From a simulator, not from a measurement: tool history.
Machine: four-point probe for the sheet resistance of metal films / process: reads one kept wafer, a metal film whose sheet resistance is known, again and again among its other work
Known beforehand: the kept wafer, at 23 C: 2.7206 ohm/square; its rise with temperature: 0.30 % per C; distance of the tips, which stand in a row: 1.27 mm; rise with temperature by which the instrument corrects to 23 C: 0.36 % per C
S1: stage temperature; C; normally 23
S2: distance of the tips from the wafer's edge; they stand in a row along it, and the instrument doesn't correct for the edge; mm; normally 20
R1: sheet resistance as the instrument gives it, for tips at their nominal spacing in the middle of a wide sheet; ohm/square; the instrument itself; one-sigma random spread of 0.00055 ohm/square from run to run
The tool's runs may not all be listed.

run 1 hour=0.0 | S1=23 S2=20 | R1=2.727104
run 2 hour=12.6 | S1=23 S2=20 | R1=2.725702
run 3 hour=31.4 | S1=22 S2=20 | R1=2.728333
run 4 hour=56.2 | S1=22 S2=20 | R1=2.728808
run 5 hour=70.7 | S1=22 S2=20 | R1=2.727924
run 6 hour=90.9 | S1=23 S2=20 | R1=2.726753
run 7 hour=104.6 | S1=23 S2=20 | R1=2.725946
run 8 hour=118.9 | S1=24 S2=35 | R1=2.720899
run 9 hour=139.7 | S1=24 S2=35 | R1=2.720526
run 10 hour=164.6 | S1=24 S2=35 | R1=2.721631
run 11 hour=185.6 | S1=25 S2=23 | R1=2.721644
run 12 hour=199.8 | S1=35 S2=4 | R1=2.841710
run 13 hour=214.3 | S1=31 S2=10 | R1=2.732348

What will run 14 give?
run 14 hour=233.5 | S1=31 S2=10 | R1=?

R1: 2.732740 ohm/square
The same run, on a tool lacking any hidden state, would have yielded R1 2.732586 ohm/square.

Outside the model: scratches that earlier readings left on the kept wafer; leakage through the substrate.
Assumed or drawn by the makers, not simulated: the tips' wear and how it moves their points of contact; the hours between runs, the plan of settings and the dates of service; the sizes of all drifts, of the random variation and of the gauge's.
